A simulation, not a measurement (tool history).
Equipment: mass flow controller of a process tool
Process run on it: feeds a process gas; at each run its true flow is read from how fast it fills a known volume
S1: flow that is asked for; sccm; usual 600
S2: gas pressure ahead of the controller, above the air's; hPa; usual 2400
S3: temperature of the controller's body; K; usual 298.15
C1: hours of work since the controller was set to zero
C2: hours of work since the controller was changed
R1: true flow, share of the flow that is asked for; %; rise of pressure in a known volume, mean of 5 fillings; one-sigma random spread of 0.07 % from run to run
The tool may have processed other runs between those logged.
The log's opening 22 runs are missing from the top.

run      day   S1    S2      S3    C1    C2     R1
 23  126.100  171  2400  298.15   639  3227  96.33
 24  134.075  981  2400  298.15   740  3329  98.38
 25  137.958  600  1400  298.15   789  3378  97.22
 26  142.575  150  1580  298.15   848  3437  95.78
 27  147.817  120  1580  298.15   914  3503  95.55
 28  155.467  112  1580  300.15  1012  3600  95.55
 29  162.967  112  1580  300.15  1107  3696  95.43
 30  170.788  743  2400  310.15  1206  3795  98.68
 31  174.508  214  1490  310.15  1253  3842  96.96
 32  182.617  787  1420  304.15  1356  3945  97.91
 33  188.362  371  1420  302.15  1429  4018  96.49
 34  195.758  165  2060  293.15  1523  4112  95.00
 35  202.129  600  2690  308.15  1604  4193  97.89
 36  209.879  600  2690  308.15  1703  4291  97.78
 37  216.925  600  2690  308.15  1792  4381  97.87

What does the tool deliver on the next run?
 38  221.221  210  2080  304.15  1847  4436   ?

Run 38 yielded R1 96.08 %.
With the hidden condition absent and the run-to-run variation left alone, this run would have shown R1 99.05 %.

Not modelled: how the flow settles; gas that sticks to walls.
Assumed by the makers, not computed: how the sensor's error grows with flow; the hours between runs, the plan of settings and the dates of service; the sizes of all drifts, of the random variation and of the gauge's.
